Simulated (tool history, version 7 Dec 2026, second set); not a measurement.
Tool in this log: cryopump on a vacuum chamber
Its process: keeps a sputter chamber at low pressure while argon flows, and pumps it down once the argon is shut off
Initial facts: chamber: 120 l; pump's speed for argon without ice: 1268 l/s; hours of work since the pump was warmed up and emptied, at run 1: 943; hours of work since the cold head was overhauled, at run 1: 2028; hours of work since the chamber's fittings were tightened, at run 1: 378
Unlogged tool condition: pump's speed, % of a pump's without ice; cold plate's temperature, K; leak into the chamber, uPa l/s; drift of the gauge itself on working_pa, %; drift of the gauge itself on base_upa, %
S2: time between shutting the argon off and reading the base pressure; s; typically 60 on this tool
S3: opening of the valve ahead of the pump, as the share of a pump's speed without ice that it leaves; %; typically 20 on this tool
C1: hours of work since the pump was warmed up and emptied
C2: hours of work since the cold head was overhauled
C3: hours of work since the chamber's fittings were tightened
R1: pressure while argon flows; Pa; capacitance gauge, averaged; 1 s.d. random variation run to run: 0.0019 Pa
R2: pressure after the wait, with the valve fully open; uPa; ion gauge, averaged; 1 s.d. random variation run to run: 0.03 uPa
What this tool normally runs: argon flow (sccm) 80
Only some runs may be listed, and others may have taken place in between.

run 1 hour=0 | argon_flow_(sccm)=80 S2=60 S3=20 | C1=943 C2=2028 C3=378 | R1=0.5621 R2=2.4
run 2 hour=90.7 | argon_flow_(sccm)=80 S2=60 S3=20 | C1=1000 C2=2086 C3=436 | R1=0.5644 R2=2.48
run 3 hour=163.5 | argon_flow_(sccm)=119 S2=60 S3=20 | C1=1047 C2=2132 C3=482 | R1=0.8438 R2=2.58
-- hour=184.7 pump warmed up, emptied and cooled again
run 4 hour=275.7 | argon_flow_(sccm)=80 S2=60 S3=20 | C1=58 C2=2200 C3=550 | R1=0.5338 R2=2.48
run 5 hour=350.3 | argon_flow_(sccm)=80 S2=60 S3=20 | C1=105 C2=2247 C3=597 | R1=0.5374 R2=2.52
run 6 hour=437.8 | argon_flow_(sccm)=80 S2=60 S3=20 | C1=161 C2=2303 C3=653 | R1=0.5402 R2=2.65
run 7 hour=487.7 | argon_flow_(sccm)=80 S2=60 S3=20 | C1=192 C2=2335 C3=684 | R1=0.5369 R2=2.65
run 8 hour=546 | argon_flow_(sccm)=80 S2=60 S3=49 | C1=229 C2=2372 C3=721 | R1=0.2237 R2=2.77
run 9 hour=601.3 | argon_flow_(sccm)=80 S2=60 S3=20 | C1=264 C2=2407 C3=756 | R1=0.5427 R2=2.87
run 10 hour=683.6 | argon_flow_(sccm)=80 S2=60 S3=20 | C1=316 C2=2459 C3=809 | R1=0.5445 R2=3.05
run 11 hour=784.7 | argon_flow_(sccm)=80 S2=60 S3=20 | C1=381 C2=2523 C3=873 | R1=0.5466 R2=3.09
run 12 hour=888.7 | argon_flow_(sccm)=80 S2=56 S3=20 | C1=447 C2=2589 C3=939 | R1=0.5474 R2=3.36
run 13 hour=991.4 | argon_flow_(sccm)=80 S2=56 S3=20 | C1=512 C2=2654 C3=1004 | R1=0.5489 R2=3.41
run 14 hour=1037.1 | argon_flow_(sccm)=80 S2=56 S3=20 | C1=541 C2=2683 C3=1033 | R1=0.5498 R2=3.59
run 15 hour=1130.9 | argon_flow_(sccm)=80 S2=56 S3=20 | C1=600 C2=2743 C3=1092 | R1=0.5518 R2=3.7
run 16 hour=1210.2 | argon_flow_(sccm)=80 S2=60 S3=20 | C1=651 C2=2793 C3=1143 | R1=0.5553 R2=3.72
-- hour=1300.4 leaking fittings of the chamber tightened, without venting
run 17 hour=1316.9 | argon_flow_(sccm)=80 S2=60 S3=20 | C1=717 C2=2859 C3=11 | R1=0.5535 R2=1.65
run 18 hour=1383.4 | argon_flow_(sccm)=80 S2=60 S3=20 | C1=759 C2=2902 C3=53 | R1=0.5571 R2=1.73
run 19 hour=1479.5 | argon_flow_(sccm)=137 S2=67 S3=31 | C1=820 C2=2962 C3=114 | R1=0.6359 R2=1.71
run 20 hour=1547.8 | argon_flow_(sccm)=110 S2=44 S3=39 | C1=863 C2=3006 C3=157 | R1=0.4141 R2=2.3
run 21 hour=1602.8 | argon_flow_(sccm)=49 S2=267 S3=20 | C1=898 C2=3041 C3=192 | R1=0.3431 R2=0.95
run 22 hour=1711.3 | argon_flow_(sccm)=67 S2=86 S3=49 | C1=967 C2=3110 C3=261 | R1=0.207 R2=1.76
run 23 hour=1783.1 | argon_flow_(sccm)=67 S2=86 S3=43 | C1=1013 C2=3155 C3=306 | R1=0.2336 R2=1.86
run 24 hour=1832.4 | argon_flow_(sccm)=56 S2=60 S3=33 | C1=1044 C2=3186 C3=338 | R1=0.2486 R2=2.25
-- hour=1859.4 pump warmed up, emptied and cooled again
run 25 hour=1921.4 | argon_flow_(sccm)=40 S2=60 S3=44 | C1=39 C2=3240 C3=391 | R1=0.1232 R2=2.14
run 26 hour=2010.3 | argon_flow_(sccm)=40 S2=74 S3=27 | C1=96 C2=3296 C3=447 | R1=0.1998 R2=2.04
run 27 hour=2100.2 | argon_flow_(sccm)=40 S2=74 S3=27 | C1=153 C2=3353 C3=504 | R1=0.2001 R2=2.03
run 28 hour=2191.6 | argon_flow_(sccm)=40 S2=74 S3=27 | C1=211 C2=3411 C3=562 | R1=0.2035 R2=2.27
run 29 hour=2237.9 | argon_flow_(sccm)=47 S2=44 S3=20 | C1=240 C2=3440 C3=592 | R1=0.3196 R2=3.07
run 30 hour=2298.7 | argon_flow_(sccm)=39 S2=60 S3=37 | C1=279 C2=3479 C3=630 | R1=0.1461 R2=2.59
run 31 hour=2373.5 | argon_flow_(sccm)=132 S2=60 S3=44 | C1=326 C2=3527 C3=678 | R1=0.4183 R2=2.74
run 32 hour=2482.7 | argon_flow_(sccm)=132 S2=60 S3=44 | C1=395 C2=3596 C3=747 | R1=0.4219 R2=2.82
run 33 hour=2536.6 | argon_flow_(sccm)=160 S2=129 S3=16 | C1=430 C2=3630 C3=781 | R1=1.3677 R2=2.3
run 34 hour=2592.9 | argon_flow_(sccm)=160 S2=254 S3=16 | C1=465 C2=3666 C3=817 | R1=1.3575 R2=2.08

4 ways to go on from here, each from the tool as it stands after run 34. What would each give?
run A hour=2692.7 | argon_flow_(sccm)=159 S2=60 S3=47 | C1=529 C2=3729 C3=880 | R1=? R2=?
run B hour=2692.7 | argon_flow_(sccm)=111 S2=254 S3=33 | C1=529 C2=3729 C3=880 | R1=? R2=?
run C hour=2692.7 | argon_flow_(sccm)=160 S2=69 S3=16 | C1=529 C2=3729 C3=880 | R1=? R2=?
run D hour=2692.7 | argon_flow_(sccm)=38 S2=60 S3=20 | C1=529 C2=3729 C3=880 | R1=? R2=?

run=A R1=0.4828 R2=3.1
run=B R1=0.4722 R2=2.17
run=C R1=1.37 R2=3.04
run=D R1=0.2607 R2=3.2
Stripped of hidden state, with their random variation kept, the same runs would have yielded:
run=A R1=0.4494 R2=1.46
run=B R1=0.4488 R2=0.54
run=C R1=1.3363 R2=1.35
run=D R1=0.2527 R2=1.53
